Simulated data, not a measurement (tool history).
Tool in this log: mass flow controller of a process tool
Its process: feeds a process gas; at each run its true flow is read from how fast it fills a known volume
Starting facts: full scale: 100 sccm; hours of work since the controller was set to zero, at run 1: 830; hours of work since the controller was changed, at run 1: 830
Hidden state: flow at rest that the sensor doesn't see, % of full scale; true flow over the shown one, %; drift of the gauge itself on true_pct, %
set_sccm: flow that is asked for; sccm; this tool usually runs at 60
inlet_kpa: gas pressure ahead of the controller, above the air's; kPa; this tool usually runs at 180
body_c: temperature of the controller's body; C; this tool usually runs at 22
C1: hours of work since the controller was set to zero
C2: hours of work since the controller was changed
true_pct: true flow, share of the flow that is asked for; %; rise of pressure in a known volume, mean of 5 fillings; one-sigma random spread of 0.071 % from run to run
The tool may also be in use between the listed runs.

{"run": 1, "hour": 0.0, "set_sccm": 60, "inlet_kpa": 180, "body_c": 22, "C1": 830, "C2": 830, "true_pct": 99.89}
{"run": 2, "hour": 90.7, "set_sccm": 60, "inlet_kpa": 180, "body_c": 22, "C1": 895, "C2": 895, "true_pct": 99.98}
{"run": 3, "hour": 196.2, "set_sccm": 60, "inlet_kpa": 180, "body_c": 22, "C1": 970, "C2": 970, "true_pct": 99.84}
{"run": 4, "hour": 259.4, "set_sccm": 60, "inlet_kpa": 180, "body_c": 22, "C1": 1015, "C2": 1015, "true_pct": 99.9}
{"run": 5, "hour": 306.7, "set_sccm": 60, "inlet_kpa": 180, "body_c": 22, "C1": 1049, "C2": 1049, "true_pct": 99.79}
{"run": 6, "hour": 407.3, "set_sccm": 60, "inlet_kpa": 180, "body_c": 22, "C1": 1120, "C2": 1120, "true_pct": 99.52}
{"run": 7, "hour": 453.4, "set_sccm": 60, "inlet_kpa": 180, "body_c": 22, "C1": 1153, "C2": 1153, "true_pct": 99.47}
{"run": 8, "hour": 554.8, "set_sccm": 60, "inlet_kpa": 180, "body_c": 22, "C1": 1225, "C2": 1225, "true_pct": 99.28}
{"run": 9, "hour": 613.3, "set_sccm": 60, "inlet_kpa": 180, "body_c": 29, "C1": 1267, "C2": 1267, "true_pct": 98.58}
{"run": 10, "hour": 679.7, "set_sccm": 60, "inlet_kpa": 180, "body_c": 29, "C1": 1314, "C2": 1314, "true_pct": 98.4}
{"run": 11, "hour": 774.8, "set_sccm": 60, "inlet_kpa": 180, "body_c": 29, "C1": 1382, "C2": 1382, "true_pct": 98.29}
{"run": 12, "hour": 828.5, "set_sccm": 60, "inlet_kpa": 180, "body_c": 35, "C1": 1420, "C2": 1420, "true_pct": 97.71}
{"run": 13, "hour": 917.0, "set_sccm": 60, "inlet_kpa": 180, "body_c": 38, "C1": 1483, "C2": 1483, "true_pct": 97.18}
{"run": 14, "hour": 969.9, "set_sccm": 60, "inlet_kpa": 180, "body_c": 38, "C1": 1520, "C2": 1520, "true_pct": 97.18}
{"run": 15, "hour": 1015.8, "set_sccm": 60, "inlet_kpa": 180, "body_c": 38, "C1": 1553, "C2": 1553, "true_pct": 96.97}
{"run": 16, "hour": 1089.9, "set_sccm": 60, "inlet_kpa": 180, "body_c": 38, "C1": 1606, "C2": 1606, "true_pct": 96.98}
{"run": 17, "hour": 1137.7, "set_sccm": 60, "inlet_kpa": 180, "body_c": 38, "C1": 1640, "C2": 1640, "true_pct": 97.02}
{"run": 18, "hour": 1188.1, "set_sccm": 60, "inlet_kpa": 180, "body_c": 22, "C1": 1675, "C2": 1675, "true_pct": 98.74}
{"run": 19, "hour": 1238.0, "set_sccm": 43, "inlet_kpa": 180, "body_c": 22, "C1": 1711, "C2": 1711, "true_pct": 98.51}
{"run": 20, "hour": 1305.3, "set_sccm": 43, "inlet_kpa": 180, "body_c": 22, "C1": 1759, "C2": 1759, "true_pct": 98.47}
{"run": 21, "hour": 1386.3, "set_sccm": 43, "inlet_kpa": 180, "body_c": 22, "C1": 1816, "C2": 1816, "true_pct": 98.24}
{"run": 22, "hour": 1493.7, "set_sccm": 43, "inlet_kpa": 180, "body_c": 22, "C1": 1893, "C2": 1893, "true_pct": 98.13}
{"run": 23, "hour": 1557.8, "set_sccm": 43, "inlet_kpa": 180, "body_c": 22, "C1": 1938, "C2": 1938, "true_pct": 98.1}
{"run": 24, "hour": 1641.6, "set_sccm": 43, "inlet_kpa": 180, "body_c": 22, "C1": 1998, "C2": 1998, "true_pct": 97.8}
{"run": 25, "hour": 1708.5, "set_sccm": 13, "inlet_kpa": 250, "body_c": 22, "C1": 2046, "C2": 2046, "true_pct": 97.87}
{"run": 26, "hour": 1769.7, "set_sccm": 13, "inlet_kpa": 250, "body_c": 22, "C1": 2089, "C2": 2089, "true_pct": 97.78}
{"run": 27, "hour": 1828.0, "set_sccm": 18, "inlet_kpa": 180, "body_c": 20, "C1": 2131, "C2": 2131, "true_pct": 97.79}
{"run": 28, "hour": 1912.0, "set_sccm": 19, "inlet_kpa": 162, "body_c": 38, "C1": 2190, "C2": 2190, "true_pct": 95.72}
{"run": 29, "hour": 1983.1, "set_sccm": 19, "inlet_kpa": 162, "body_c": 38, "C1": 2241, "C2": 2241, "true_pct": 95.7}
{"run": 30, "hour": 2084.5, "set_sccm": 19, "inlet_kpa": 162, "body_c": 38, "C1": 2313, "C2": 2313, "true_pct": 95.61}
{"run": 31, "hour": 2133.6, "set_sccm": 19, "inlet_kpa": 162, "body_c": 38, "C1": 2348, "C2": 2348, "true_pct": 95.61}
{"run": 32, "hour": 2221.4, "set_sccm": 19, "inlet_kpa": 162, "body_c": 38, "C1": 2410, "C2": 2410, "true_pct": 95.34}
{"run": 33, "hour": 2287.7, "set_sccm": 26, "inlet_kpa": 180, "body_c": 28, "C1": 2457, "C2": 2457, "true_pct": 96.42}
{"run": 34, "hour": 2358.4, "set_sccm": 81, "inlet_kpa": 180, "body_c": 25, "C1": 2508, "C2": 2508, "true_pct": 97.12}
{"hour": 2446.5, "done": "gauge calibrated"}
{"run": 35, "hour": 2446.5, "set_sccm": 28, "inlet_kpa": 189, "body_c": 28, "C1": 2570, "C2": 2570, "true_pct": 99.34}
{"run": 36, "hour": 2491.8, "set_sccm": 89, "inlet_kpa": 253, "body_c": 29, "C1": 2603, "C2": 2603, "true_pct": 99.42}
{"run": 37, "hour": 2574.7, "set_sccm": 89, "inlet_kpa": 253, "body_c": 29, "C1": 2662, "C2": 2662, "true_pct": 99.25}
{"run": 38, "hour": 2638.2, "set_sccm": 35, "inlet_kpa": 157, "body_c": 37, "C1": 2707, "C2": 2707, "true_pct": 97.96}
{"run": 39, "hour": 2723.8, "set_sccm": 35, "inlet_kpa": 180, "body_c": 22, "C1": 2768, "C2": 2768, "true_pct": 99.56}
{"run": 40, "hour": 2776.8, "set_sccm": 60, "inlet_kpa": 180, "body_c": 26, "C1": 2805, "C2": 2805, "true_pct": 99.34}
{"run": 41, "hour": 2846.1, "set_sccm": 11, "inlet_kpa": 157, "body_c": 25, "C1": 2855, "C2": 2855, "true_pct": 99.03}
{"run": 42, "hour": 2896.3, "set_sccm": 11, "inlet_kpa": 157, "body_c": 25, "C1": 2890, "C2": 2890, "true_pct": 98.87}
{"run": 43, "hour": 2964.9, "set_sccm": 17, "inlet_kpa": 189, "body_c": 24, "C1": 2939, "C2": 2939, "true_pct": 98.98}
{"run": 44, "hour": 3019.0, "set_sccm": 60, "inlet_kpa": 180, "body_c": 37, "C1": 2978, "C2": 2978, "true_pct": 97.81}
{"run": 45, "hour": 3115.3, "set_sccm": 62, "inlet_kpa": 164, "body_c": 21, "C1": 3046, "C2": 3046, "true_pct": 99.34}
{"run": 46, "hour": 3162.1, "set_sccm": 62, "inlet_kpa": 164, "body_c": 21, "C1": 3079, "C2": 3079, "true_pct": 99.21}
{"run": 47, "hour": 3249.3, "set_sccm": 98, "inlet_kpa": 180, "body_c": 22, "C1": 3141, "C2": 3141, "true_pct": 99.3}

Subtracting, for every run, the result it would have given without the tool's unlogged condition from the measured result gives the following. The same run-to-run variation enters both numbers; the gauge's scatter may not:
run=1 true_pct=+0
run=2 true_pct=-0.11
run=3 true_pct=-0.23
run=4 true_pct=-0.32
run=5 true_pct=-0.37
run=6 true_pct=-0.49
run=7 true_pct=-0.55
run=8 true_pct=-0.67
run=9 true_pct=-0.73
run=10 true_pct=-0.82
run=11 true_pct=-0.93
run=12 true_pct=-0.99
run=13 true_pct=-1.09
run=14 true_pct=-1.15
run=15 true_pct=-1.2
run=16 true_pct=-1.3
run=17 true_pct=-1.34
run=18 true_pct=-1.43
run=19 true_pct=-1.49
run=20 true_pct=-1.58
run=21 true_pct=-1.67
run=22 true_pct=-1.8
run=23 true_pct=-1.87
run=24 true_pct=-1.98
run=25 true_pct=-2.05
run=26 true_pct=-2.12
run=27 true_pct=-2.2
run=28 true_pct=-2.25
run=29 true_pct=-2.34
run=30 true_pct=-2.46
run=31 true_pct=-2.52
run=32 true_pct=-2.62
run=33 true_pct=-2.73
run=34 true_pct=-2.84
run=35 true_pct=+0
run=36 true_pct=-0.05
run=37 true_pct=-0.15
run=38 true_pct=-0.22
run=39 true_pct=-0.33
run=40 true_pct=-0.39
run=41 true_pct=-0.46
run=42 true_pct=-0.52
run=43 true_pct=-0.61
run=44 true_pct=-0.68
run=45 true_pct=-0.81
run=46 true_pct=-0.86
run=47 true_pct=-0.97
